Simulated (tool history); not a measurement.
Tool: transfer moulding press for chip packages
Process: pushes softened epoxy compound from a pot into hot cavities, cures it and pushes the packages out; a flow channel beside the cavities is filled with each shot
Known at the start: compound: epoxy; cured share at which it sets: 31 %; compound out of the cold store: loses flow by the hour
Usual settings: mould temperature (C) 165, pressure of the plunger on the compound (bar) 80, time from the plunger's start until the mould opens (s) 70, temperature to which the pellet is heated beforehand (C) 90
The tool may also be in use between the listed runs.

run	hour	mould temperature (C)	pressure of the plunger on the compound (bar)	time from the plunger's start until the mould opens (s)	temperature to which the pellet is heated beforehand (C)	incoming compound's hours out of the cold store	length that the compound runs in the flow channel (mm)	greatest force on the pins that push the packages out (N)
1	0	165	80	70	90	27	973	499
2	8.4	165	80	70	82	30.7	950	525
3	17.1	165	80	70	82	10.8	1081	559
4	24.8	165	80	70	92	37	913	502
5	33.3	165	80	70	92	25.9	979	506
# hour 37: cavities cleaned with cleaning compound and waxed
6	43	165	80	70	92	45.5	863	463
7	48	165	80	70	92	47.2	854	504
8	55.1	165	80	70	92	47.7	850	487
9	63.5	165	80	70	92	21	1009	512
10	71.9	165	80	70	92	9.7	1086	540
# hour 74.1: cavities cleaned with cleaning compound and waxed
11	79.2	165	80	70	92	23.7	991	510
12	85.2	165	89.7	70	90	8.3	1160	537
13	94.1	165	89.7	70	90	27.4	1026	508
14	98.8	165	97.2	70	90	23.7	1092	506
15	103.4	165	97.2	70	90	13	1172	546
16	108.9	165	65.2	107	90	15.1	949	376
# hour 111.4: cavities cleaned with cleaning compound and waxed
17	118.7	162	71.2	65	90	35	879	735
18	126.6	171	99.9	67	85	42.8	967	406
19	134.3	171	99.9	67	85	41.7	972	407
20	142	167	63.9	58	84	47.1	759	639
# hour 148.6: cavities cleaned with cleaning compound and waxed
21	149.3	167	63.9	58	84	22.9	887	712
22	157.2	167	81.2	61	99	11.6	1072	606

Run 23 comes next. What will it give?
23	165	167	81.2	61	99	18.1	?	?

{"run 23": {"length that the compound runs in the flow channel (mm)": 1028, "greatest force on the pins that push the packages out (N)": 605}}
Without the tool's hidden state the same run would have given length that the compound runs in the flow channel (mm) 1028, greatest force on the pins that push the packages out (N) 599.
